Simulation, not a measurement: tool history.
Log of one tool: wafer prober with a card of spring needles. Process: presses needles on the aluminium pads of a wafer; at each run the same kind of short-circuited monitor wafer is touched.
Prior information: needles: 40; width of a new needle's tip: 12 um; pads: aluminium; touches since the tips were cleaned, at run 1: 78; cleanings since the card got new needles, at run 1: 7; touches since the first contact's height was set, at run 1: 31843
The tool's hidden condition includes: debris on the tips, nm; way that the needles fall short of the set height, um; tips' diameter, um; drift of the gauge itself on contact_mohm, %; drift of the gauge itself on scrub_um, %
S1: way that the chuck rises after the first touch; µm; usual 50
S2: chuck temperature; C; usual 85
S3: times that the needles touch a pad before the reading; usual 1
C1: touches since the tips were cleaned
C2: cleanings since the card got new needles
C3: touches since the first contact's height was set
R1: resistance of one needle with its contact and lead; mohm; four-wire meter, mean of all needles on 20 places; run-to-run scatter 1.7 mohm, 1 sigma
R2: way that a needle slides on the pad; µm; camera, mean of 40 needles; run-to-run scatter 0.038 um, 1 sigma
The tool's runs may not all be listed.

Run 1, hour 0: usual settings; C1 78; C2 7; C3 31843. Result: R1 177 mohm, R2 12.35 µm.
Run 2, hour 5.1: usual settings; C1 819; C2 7; C3 32584. Result: R1 176 mohm, R2 12.37 µm.
Run 3, hour 10.3: usual settings but S2 70 C; C1 1583; C2 7; C3 33348. Result: R1 177 mohm, R2 12.39 µm.
Run 4, hour 14.8: usual settings but S1 64 µm; C1 2237; C2 7; C3 34002. Result: R1 176 mohm, R2 15.88 µm.
Run 5, hour 23.3: usual settings but S1 64 µm; C1 3484; C2 7; C3 35249. Result: R1 177 mohm, R2 15.86 µm.
At hour 27.2: tips cleaned on abrasive film.
Run 6, hour 28.4: usual settings but S1 64 µm; C1 171; C2 8; C3 35977. Result: R1 177 mohm, R2 15.83 µm.
Run 7, hour 32.8: usual settings but S1 64 µm; C1 818; C2 8; C3 36624. Result: R1 176 mohm, R2 15.93 µm.
Run 8, hour 37.1: usual settings but S1 64 µm; C1 1450; C2 8; C3 37256. Result: R1 175 mohm, R2 15.92 µm.
Run 9, hour 43.8: usual settings but S1 64 µm, S3 2; C1 2422; C2 8; C3 38228. Result: R1 175 mohm, R2 16.04 µm.
Run 10, hour 49.8: usual settings but S1 64 µm, S3 2; C1 3307; C2 8; C3 39113. Result: R1 177 mohm, R2 15.97 µm.
At hour 54.5: tips cleaned on abrasive film.
Run 11, hour 56.5: usual settings but S1 64 µm, S3 2; C1 290; C2 9; C3 40071. Result: R1 176 mohm, R2 16.01 µm.
Run 12, hour 62.2: usual settings; C1 1115; C2 9; C3 40896. Result: R1 178 mohm, R2 12.42 µm.
Run 13, hour 68.7: usual settings; C1 2069; C2 9; C3 41850. Result: R1 182 mohm, R2 12.54 µm.
Run 14, hour 75: usual settings; C1 2998; C2 9; C3 42779. Result: R1 178 mohm, R2 12.47 µm.
Run 15, hour 79: usual settings; C1 3580; C2 9; C3 43361. Result: R1 179 mohm, R2 12.51 µm.
At hour 82.1: tips cleaned on abrasive film.
Run 16, hour 86.3: usual settings; C1 615; C2 10; C3 44414. Result: R1 180 mohm, R2 12.48 µm.
Run 17, hour 93.1: usual settings but S1 64 µm; C1 1603; C2 10; C3 45402. Result: R1 179 mohm, R2 16.06 µm.
Run 18, hour 98: usual settings but S1 64 µm, S2 67 C; C1 2320; C2 10; C3 46119. Result: R1 172 mohm, R2 16.02 µm.
Run 19, hour 103.7: usual settings but S1 36 µm, S2 33 C; C1 3160; C2 10; C3 46959. Result: R1 170 mohm, R2 9.05 µm.
Run 20, hour 108.7: usual settings but S1 36 µm, S2 33 C; C1 3883; C2 10; C3 47682. Result: R1 172 mohm, R2 9 µm.
At hour 109.5: tips cleaned on abrasive film.
Run 21, hour 117.4: usual settings but S1 40 µm, S2 44 C; C1 1150; C2 11; C3 48942. Result: R1 173 mohm, R2 10 µm.
Run 22, hour 125.1: usual settings but S1 40 µm, S2 44 C; C1 2271; C2 11; C3 50063. Result: R1 170 mohm, R2 10.12 µm.
Run 23, hour 131.7: usual settings but S2 44 C, S3 2; C1 3240; C2 11; C3 51032. Result: R1 171 mohm, R2 12.73 µm.
At hour 137: tips cleaned on abrasive film.
Run 24, hour 138.6: usual settings but S2 44 C, S3 2; C1 233; C2 12; C3 52026. Result: R1 169 mohm, R2 12.61 µm.
Run 25, hour 143.8: usual settings but S2 98 C, S3 3; C1 988; C2 12; C3 52781. Result: R1 184 mohm, R2 12.64 µm.
Run 26, hour 148.5: usual settings but S1 66 µm, S3 3; C1 1683; C2 12; C3 53476. Result: R1 174 mohm, R2 16.73 µm.
At hour 151.4: gauge calibrated.
Run 27, hour 153.2: usual settings but S1 66 µm, S3 3; C1 2362; C2 12; C3 54155. Result: R1 173 mohm, R2 16.32 µm.
Run 28, hour 158.3: usual settings but S1 52 µm, S2 57 C, S3 2; C1 3104; C2 12; C3 54897. Result: R1 174 mohm, R2 12.86 µm.
At hour 164.8: tips cleaned on abrasive film.
Run 29, hour 166.4: usual settings but S1 57 µm, S2 47 C; C1 242; C2 13; C3 56074. Result: R1 168 mohm, R2 14.11 µm.
Run 30, hour 173: usual settings but S1 58 µm, S2 32 C, S3 3; C1 1206; C2 13; C3 57038. Result: R1 164 mohm, R2 14.43 µm.
Run 31, hour 181: usual settings but S1 35 µm, S2 120 C; C1 2376; C2 13; C3 58208. Result: R1 191 mohm, R2 8.7 µm.
Run 32, hour 188.4: usual settings but S1 49 µm, S2 93 C; C1 3457; C2 13; C3 59289. Result: R1 178 mohm, R2 12.23 µm.
At hour 192.4: tips cleaned on abrasive film.
Run 33, hour 197.5: usual settings but S1 70 µm, S2 93 C; C1 746; C2 14; C3 60605. Result: R1 173 mohm, R2 17.42 µm.
Run 34, hour 204.9: usual settings but S1 55 µm, S2 71 C, S3 2; C1 1824; C2 14; C3 61683. Result: R1 173 mohm, R2 13.74 µm.
Run 35, hour 213.1: usual settings but S1 40 µm, S2 88 C; C1 3027; C2 14; C3 62886. Result: R1 183 mohm, R2 10.01 µm.
Run 36, hour 219.6: usual settings but S1 60 µm, S2 88 C, S3 2; C1 3967; C2 14; C3 63826. Result: R1 178 mohm, R2 15.04 µm.

Measured less the same run without the tool's hidden state. The same run-to-run variation is in both; the gauge's scatter may not be:
run     R2
  1     +0
  2  +0.01
  3  +0.02
  4  +0.04
  5  +0.07
  6  +0.07
  7  +0.09
  8  +0.11
  9  +0.13
 10  +0.14
 11  +0.16
 12  +0.13
 13  +0.15
 14  +0.16
 15  +0.17
 16  +0.18
 17  +0.26
 18  +0.27
 19  +0.16
 20  +0.17
 21  +0.21
 22  +0.22
 23  +0.28
 24   +0.3
 25  +0.31
 26  +0.43
 27     +0
 28  +0.01
 29  +0.04
 30  +0.05
 31  +0.04
 32  +0.07
 33  +0.14
 34  +0.13
 35  +0.11
 36  +0.18
R1: within 1 mohm of the measured result in every run.

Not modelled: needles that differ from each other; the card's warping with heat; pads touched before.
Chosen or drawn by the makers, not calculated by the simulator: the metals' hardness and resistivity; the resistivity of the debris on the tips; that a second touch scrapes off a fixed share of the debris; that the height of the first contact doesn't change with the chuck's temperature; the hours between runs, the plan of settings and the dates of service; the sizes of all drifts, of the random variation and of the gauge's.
